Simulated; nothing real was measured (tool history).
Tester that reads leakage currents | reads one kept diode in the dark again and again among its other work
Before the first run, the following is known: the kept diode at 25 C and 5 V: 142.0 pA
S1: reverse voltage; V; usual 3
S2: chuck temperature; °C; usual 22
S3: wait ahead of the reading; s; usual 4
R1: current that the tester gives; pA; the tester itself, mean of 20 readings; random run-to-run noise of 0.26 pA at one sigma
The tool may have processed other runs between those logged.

| run | day | S1 | S2 | S3 | R1 |
|---|---|---|---|---|---|
| 1 | 0 | 3 | 22 | 4 | 81.22 |
| 2 | 5.571 | 3 | 22 | 4 | 81.02 |
| 3 | 12.179 | 3 | 22 | 4 | 81.44 |
| 4 | 17.808 | 3 | 27 | 4 | 128.06 |
|  | 21.108 | chuck's temperature calibrated |
| 5 | 22.012 | 3 | 27 | 4 | 138.72 |
| 6 | 27.567 | 4.77 | 31 | 8.63 | 246.38 |
| 7 | 30.633 | 3.15 | 22 | 0.53 | 91.19 |
| 8 | 34.3 | 12.21 | 21 | 1.1 | 164.25 |
| 9 | 40.429 | 12.21 | 29 | 1.1 | 328.77 |
| 10 | 45.762 | 7.68 | 21 | 0.3 | 133.01 |

Forecast each of these 4 alternatives for the next run:
| A | 48.992 | 3 | 27 | 4 | ? |
| B | 48.992 | 2.46 | 27 | 0.79 | ? |
| C | 48.992 | 7.68 | 38 | 1.12 | ? |
| D | 48.992 | 8.47 | 59 | 0.43 | ? |

| run | R1 |
|---|---|
| A | 137.35 |
| B | 125.38 |
| C | 561.11 |
| D | 3102.22 |
Stripped of hidden state, with their random variation kept, the same runs would have yielded:
| run | R1 |
|---|---|
| A | 134.18 |
| B | 122.75 |
| C | 552.29 |
| D | 3083.38 |
